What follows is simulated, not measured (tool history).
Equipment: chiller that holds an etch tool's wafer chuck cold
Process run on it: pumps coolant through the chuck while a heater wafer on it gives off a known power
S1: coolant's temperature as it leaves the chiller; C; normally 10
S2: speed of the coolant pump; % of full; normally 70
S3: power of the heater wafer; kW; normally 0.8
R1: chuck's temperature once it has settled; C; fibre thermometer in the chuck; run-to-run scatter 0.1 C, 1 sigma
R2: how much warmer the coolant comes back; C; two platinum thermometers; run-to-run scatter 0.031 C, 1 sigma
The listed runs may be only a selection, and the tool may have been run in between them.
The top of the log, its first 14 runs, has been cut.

| run | hour | S1 | S2 | S3 | R1 | R2 |
|---|---|---|---|---|---|---|
| 15 | 1064.9 | 10 | 70 | 0.8 | 18.9 | 2.76 |
|  | 1100.3 | coolant changed, channels flushed |
| 16 | 1192.2 | 10 | 70 | 0.8 | 18.7 | 2.76 |
| 17 | 1268 | 10 | 70 | 0.8 | 18.9 | 2.72 |
| 18 | 1399.6 | 10 | 70 | 0.8 | 18.9 | 2.8 |
| 19 | 1493.8 | 10 | 70 | 0.8 | 18.8 | 2.79 |
| 20 | 1581.9 | 8 | 75 | 0.53 | 13.6 | 1.72 |
| 21 | 1687.4 | 8 | 75 | 0.53 | 13.6 | 1.69 |
| 22 | 1750.2 | 7 | 70 | 0.527 | 12.7 | 1.82 |
| 23 | 1880.7 | 7 | 70 | 0.527 | 12.9 | 1.82 |
| 24 | 1999.6 | 10 | 82 | 0.8 | 17.7 | 2.38 |
| 25 | 2133.9 | 15 | 73 | 0.501 | 20.3 | 1.66 |

What does the tool deliver on the next run?
| 26 | 2194.9 | 2 | 85 | 1.033 | ? | ? |

R1: 11.6 C
R2: 2.85 C
The same run, on a tool lacking any hidden state, would have yielded R1 11.6 C, R2 2.85 C.

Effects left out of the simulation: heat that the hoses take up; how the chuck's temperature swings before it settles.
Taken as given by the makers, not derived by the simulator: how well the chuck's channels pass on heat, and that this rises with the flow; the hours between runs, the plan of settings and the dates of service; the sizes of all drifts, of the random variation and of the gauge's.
